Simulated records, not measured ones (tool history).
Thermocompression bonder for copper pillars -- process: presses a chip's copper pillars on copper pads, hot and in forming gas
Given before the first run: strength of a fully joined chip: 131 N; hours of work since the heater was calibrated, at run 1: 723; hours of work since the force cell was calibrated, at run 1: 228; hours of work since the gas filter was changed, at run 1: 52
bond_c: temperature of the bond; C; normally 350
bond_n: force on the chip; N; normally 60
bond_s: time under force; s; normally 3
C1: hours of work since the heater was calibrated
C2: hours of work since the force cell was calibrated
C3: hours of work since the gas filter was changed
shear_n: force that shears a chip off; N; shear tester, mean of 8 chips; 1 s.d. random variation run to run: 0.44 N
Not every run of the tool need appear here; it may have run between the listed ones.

Run 1, hour 0: usual settings; C1 723; C2 228; C3 52. Result: shear_n 55.6 N.
Run 2, hour 16.2: usual settings; C1 731; C2 236; C3 60. Result: shear_n 54.8 N.
Run 3, hour 51.7: usual settings; C1 748; C2 254; C3 77. Result: shear_n 54.5 N.
Run 4, hour 77.9: usual settings; C1 761; C2 267; C3 90. Result: shear_n 54.8 N.
Run 5, hour 100.5: usual settings; C1 772; C2 278; C3 101. Result: shear_n 54.6 N.
Run 6, hour 133: usual settings but bond_n 78 N; C1 788; C2 294; C3 117. Result: shear_n 62.1 N.
Run 7, hour 160.9: usual settings but bond_n 78 N; C1 802; C2 307; C3 131. Result: shear_n 61.7 N.
Run 8, hour 180.1: usual settings but bond_c 377 C; C1 811; C2 317; C3 140. Result: shear_n 66.2 N.
Run 9, hour 198.1: usual settings but bond_s 4 s; C1 820; C2 326; C3 149. Result: shear_n 60.4 N.
At hour 206.7: forming gas filter changed.
Run 10, hour 220.2: usual settings but bond_s 4 s; C1 831; C2 336; C3 7. Result: shear_n 63.3 N.
Run 11, hour 250.9: usual settings but bond_n 63 N; C1 846; C2 351; C3 22. Result: shear_n 58.6 N.
Run 12, hour 285.5: usual settings but bond_n 63 N; C1 863; C2 368; C3 39. Result: shear_n 57.2 N.
Run 13, hour 314.4: usual settings; C1 877; C2 382; C3 53. Result: shear_n 55.6 N.
Run 14, hour 344: usual settings but bond_n 40 N; C1 891; C2 397; C3 67. Result: shear_n 45.3 N.
Run 15, hour 372.5: usual settings but bond_n 40 N; C1 905; C2 411; C3 81. Result: shear_n 45 N.
Run 16, hour 389.1: usual settings but bond_n 40 N; C1 913; C2 419; C3 90. Result: shear_n 44.6 N.
Run 17, hour 425.5: usual settings; C1 931; C2 437; C3 107. Result: shear_n 55.1 N.
Run 18, hour 453.3: usual settings; C1 945; C2 451; C3 121. Result: shear_n 54.9 N.
Run 19, hour 482.9: usual settings; C1 959; C2 465; C3 136. Result: shear_n 54.5 N.
Run 20, hour 503.5: usual settings but bond_c 322 C, bond_s 7 s; C1 970; C2 475; C3 146. Result: shear_n 58.5 N.
At hour 521.6: forming gas filter changed.
Run 21, hour 526.5: usual settings but bond_c 322 C, bond_n 54 N, bond_s 2 s; C1 981; C2 486; C3 2. Result: shear_n 35.4 N.
At hour 530.7: heater calibrated with a thermocouple chip.
Run 22, hour 564.5: usual settings but bond_c 322 C, bond_n 54 N, bond_s 2 s; C1 17; C2 504; C3 20. Result: shear_n 36 N.
Run 23, hour 587.6: usual settings but bond_c 335 C, bond_n 75 N, bond_s 5 s; C1 28; C2 515; C3 31. Result: shear_n 67.4 N.
Run 24, hour 617.4: usual settings but bond_c 372 C, bond_n 75 N, bond_s 2 s; C1 43; C2 530; C3 46. Result: shear_n 66.3 N.
Run 25, hour 648: usual settings but bond_c 370 C, bond_n 75 N, bond_s 2 s; C1 58; C2 545; C3 61. Result: shear_n 63.6 N.
Run 26, hour 666.6: usual settings but bond_c 349 C, bond_n 70 N; C1 67; C2 554; C3 70. Result: shear_n 60.6 N.
Run 27, hour 703.9: usual settings but bond_c 371 C, bond_n 41 N, bond_s 2 s; C1 85; C2 572; C3 89. Result: shear_n 48.3 N.
Run 28, hour 739.5: usual settings but bond_c 371 C, bond_n 41 N, bond_s 2 s; C1 103; C2 590; C3 106. Result: shear_n 47.6 N.
At hour 760.2: heater calibrated with a thermocouple chip, once more.
Run 29, hour 768.5: usual settings but bond_c 371 C, bond_n 41 N, bond_s 2 s; C1 4; C2 603; C3 119. Result: shear_n 43.4 N.
Run 30, hour 801.7: usual settings but bond_c 371 C, bond_n 41 N, bond_s 2 s; C1 20; C2 620; C3 136. Result: shear_n 43.5 N.
Run 31, hour 834.6: usual settings but bond_c 347 C, bond_n 41 N, bond_s 2 s; C1 37; C2 636; C3 152. Result: shear_n 34.5 N.
At hour 838.4: forming gas filter changed.
Run 32, hour 867.6: usual settings but bond_c 356 C, bond_n 88 N, bond_s 2 s; C1 53; C2 652; C3 14. Result: shear_n 59.1 N.
Run 33, hour 888.6: usual settings but bond_c 375 C; C1 63; C2 662; C3 25. Result: shear_n 66.8 N.
Run 34, hour 909: usual settings but bond_c 349 C, bond_s 7 s; C1 73; C2 672; C3 35. Result: shear_n 71.8 N.
Run 35, hour 933.4: usual settings but bond_c 379 C, bond_s 2 s; C1 85; C2 684; C3 47. Result: shear_n 57.5 N.

Each row is a separate what-if for the run after 35, all from the same tool condition, not one after another. Results?
Run A, hour 949.9: usual settings but bond_c 371 C, bond_n 62 N; C1 93; C2 692; C3 55. Result: shear_n ?.
Run B, hour 949.9: usual settings but bond_n 41 N; C1 93; C2 692; C3 55. Result: shear_n ?.
Run C, hour 949.9: usual settings but bond_c 379 C, bond_n 43 N, bond_s 2 s; C1 93; C2 692; C3 55. Result: shear_n ?.
Run D, hour 949.9: usual settings but bond_s 2 s; C1 93; C2 692; C3 55. Result: shear_n ?.

run  shear_n
  A     64.4
  B     44.1
  C     48.2
  D     45.3
Had the tool no hidden state, the same runs would have come out as:
run  shear_n
  A     65.1
  B     44.6
  C     48.8
  D     45.8

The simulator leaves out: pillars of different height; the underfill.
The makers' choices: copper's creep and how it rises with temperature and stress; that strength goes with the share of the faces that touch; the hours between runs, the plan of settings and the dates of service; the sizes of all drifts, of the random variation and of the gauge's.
